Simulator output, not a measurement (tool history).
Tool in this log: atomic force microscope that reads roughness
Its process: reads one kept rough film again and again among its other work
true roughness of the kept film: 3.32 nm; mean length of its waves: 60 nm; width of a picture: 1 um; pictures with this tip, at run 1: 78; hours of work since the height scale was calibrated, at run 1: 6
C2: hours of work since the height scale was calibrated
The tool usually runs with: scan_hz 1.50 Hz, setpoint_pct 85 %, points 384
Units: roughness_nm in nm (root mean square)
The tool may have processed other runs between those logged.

Run 1, hour 0.0: usual settings; pictures with this tip 78; C2 6. Result: roughness_nm 2.747 nm (root mean square).
Run 2, hour 9.7: usual settings but setpoint_pct 83 %; pictures with this tip 90; C2 14. Result: roughness_nm 2.757 nm (root mean square).
Run 3, hour 14.1: usual settings; pictures with this tip 96; C2 17. Result: roughness_nm 2.704 nm (root mean square).
Run 4, hour 19.3: usual settings; pictures with this tip 102; C2 21. Result: roughness_nm 2.707 nm (root mean square).
Run 5, hour 24.8: usual settings but setpoint_pct 70 %; pictures with this tip 109; C2 26. Result: roughness_nm 2.897 nm (root mean square).
Run 6, hour 30.1: usual settings but setpoint_pct 70 %; pictures with this tip 116; C2 30. Result: roughness_nm 2.876 nm (root mean square).
Run 7, hour 35.7: usual settings; pictures with this tip 123; C2 34. Result: roughness_nm 2.696 nm (root mean square).
Run 8, hour 43.1: usual settings but scan_hz 0.61 Hz; pictures with this tip 132; C2 40. Result: roughness_nm 2.896 nm (root mean square).
Run 9, hour 47.3: usual settings but scan_hz 0.61 Hz; pictures with this tip 137; C2 44. Result: roughness_nm 2.892 nm (root mean square).
Run 10, hour 51.6: usual settings but scan_hz 0.61 Hz; pictures with this tip 143; C2 47. Result: roughness_nm 2.910 nm (root mean square).
Run 11, hour 59.8: usual settings but scan_hz 0.61 Hz; pictures with this tip 153; C2 53. Result: roughness_nm 2.865 nm (root mean square).
Run 12, hour 68.9: usual settings but scan_hz 0.61 Hz, points 629; pictures with this tip 164; C2 61. Result: roughness_nm 2.873 nm (root mean square).
At hour 73.4: new tip fitted.
Run 13, hour 76.1: usual settings; pictures with this tip 4; C2 66. Result: roughness_nm 2.797 nm (root mean square).
Run 14, hour 82.2: usual settings; pictures with this tip 11; C2 71. Result: roughness_nm 2.781 nm (root mean square).
Run 15, hour 91.8: usual settings but points 499; pictures with this tip 23; C2 78. Result: roughness_nm 2.775 nm (root mean square).
Run 16, hour 99.9: usual settings but points 499; pictures with this tip 33; C2 85. Result: roughness_nm 2.776 nm (root mean square).
Run 17, hour 109.7: usual settings but points 499; pictures with this tip 45; C2 93. Result: roughness_nm 2.767 nm (root mean square).
Run 18, hour 115.8: usual settings but points 499; pictures with this tip 53; C2 97. Result: roughness_nm 2.752 nm (root mean square).
Run 19, hour 122.4: usual settings but setpoint_pct 80 %; pictures with this tip 61; C2 102. Result: roughness_nm 2.802 nm (root mean square).
Run 20, hour 127.3: usual settings but points 677; pictures with this tip 67; C2 106. Result: roughness_nm 2.755 nm (root mean square).
Run 21, hour 135.1: usual settings but scan_hz 1.04 Hz, points 677; pictures with this tip 77; C2 113. Result: roughness_nm 2.828 nm (root mean square).
Run 22, hour 144.5: usual settings but scan_hz 1.04 Hz, points 677; pictures with this tip 89; C2 120. Result: roughness_nm 2.818 nm (root mean square).
Run 23, hour 154.5: usual settings but scan_hz 1.04 Hz, points 677; pictures with this tip 101; C2 128. Result: roughness_nm 2.785 nm (root mean square).
Run 24, hour 161.1: usual settings but setpoint_pct 56 %, points 612; pictures with this tip 109; C2 133. Result: roughness_nm 3.018 nm (root mean square).
Run 25, hour 167.2: usual settings but scan_hz 0.59 Hz, setpoint_pct 67 %, points 672; pictures with this tip 117; C2 138. Result: roughness_nm 3.021 nm (root mean square).
Run 26, hour 175.7: usual settings but scan_hz 0.59 Hz, setpoint_pct 77 %, points 805; pictures with this tip 128; C2 145. Result: roughness_nm 2.964 nm (root mean square).
Run 27, hour 182.6: usual settings but scan_hz 0.75 Hz, setpoint_pct 84 %, points 560; pictures with this tip 136; C2 150. Result: roughness_nm 2.873 nm (root mean square).
Run 28, hour 189.0: usual settings but scan_hz 1.13 Hz, setpoint_pct 59 %, points 485; pictures with this tip 144; C2 155. Result: roughness_nm 2.982 nm (root mean square).
Run 29, hour 197.7: usual settings but scan_hz 1.13 Hz, setpoint_pct 59 %, points 315; pictures with this tip 155; C2 162. Result: roughness_nm 2.986 nm (root mean square).
Run 30, hour 206.5: usual settings but scan_hz 0.67 Hz, setpoint_pct 59 %, points 901; pictures with this tip 166; C2 169. Result: roughness_nm 2.988 nm (root mean square).
At hour 209.5: new tip fitted.
Run 31, hour 216.6: usual settings but scan_hz 2.33 Hz, setpoint_pct 69 %, points 901; pictures with this tip 9; C2 177. Result: roughness_nm 2.892 nm (root mean square).
Run 32, hour 223.6: usual settings but scan_hz 2.33 Hz, setpoint_pct 69 %, points 901; pictures with this tip 18; C2 182. Result: roughness_nm 2.919 nm (root mean square).
Run 33, hour 228.2: usual settings but scan_hz 2.33 Hz, setpoint_pct 69 %, points 901; pictures with this tip 23; C2 186. Result: roughness_nm 2.894 nm (root mean square).
Run 34, hour 235.8: usual settings but scan_hz 3.47 Hz, setpoint_pct 70 %, points 428; pictures with this tip 33; C2 192. Result: roughness_nm 2.750 nm (root mean square).
Run 35, hour 243.7: usual settings but scan_hz 1.47 Hz, setpoint_pct 59 %; pictures with this tip 43; C2 198. Result: roughness_nm 3.082 nm (root mean square).
Run 36, hour 253.2: usual settings but scan_hz 1.76 Hz, setpoint_pct 74 %, points 298; pictures with this tip 54; C2 205. Result: roughness_nm 2.881 nm (root mean square).
Run 37, hour 260.1: usual settings but scan_hz 1.76 Hz, setpoint_pct 74 %, points 298; pictures with this tip 63; C2 211. Result: roughness_nm 2.839 nm (root mean square).
Run 38, hour 269.8: usual settings but scan_hz 1.76 Hz, setpoint_pct 68 %, points 705; pictures with this tip 75; C2 219. Result: roughness_nm 2.946 nm (root mean square).
Run 39, hour 274.1: usual settings but scan_hz 1.78 Hz, setpoint_pct 74 %, points 942; pictures with this tip 81; C2 222. Result: roughness_nm 2.855 nm (root mean square).
Run 40, hour 284.4: usual settings but points 311; pictures with this tip 93; C2 230. Result: roughness_nm 2.700 nm (root mean square).
Run 41, hour 291.5: usual settings but setpoint_pct 83 %, points 589; pictures with this tip 102; C2 236. Result: roughness_nm 2.746 nm (root mean square).
Run 42, hour 300.3: usual settings but points 349; pictures with this tip 113; C2 243. Result: roughness_nm 2.698 nm (root mean square).

5 options for the next run, each taken on its own from the tool as it stands now. Forecast them:
Run A, hour 305.4: usual settings but points 613; pictures with this tip 120; C2 247. Result: roughness_nm ?.
Run B, hour 305.4: usual settings but setpoint_pct 89 %, points 572; pictures with this tip 120; C2 247. Result: roughness_nm ?.
Run C, hour 305.4: usual settings but points 325; pictures with this tip 120; C2 247. Result: roughness_nm ?.
Run D, hour 305.4: usual settings but scan_hz 2.07 Hz, points 591; pictures with this tip 120; C2 247. Result: roughness_nm ?.
Run E, hour 305.4: usual settings but points 634; pictures with this tip 120; C2 247. Result: roughness_nm ?.

run  roughness_nm
  A         2.680
  B         2.607
  C         2.691
  D         2.569
  E         2.671
With no hidden state in the tool, these same runs would have given:
run  roughness_nm
  A         2.809
  B         2.733
  C         2.821
  D         2.693
  E         2.800
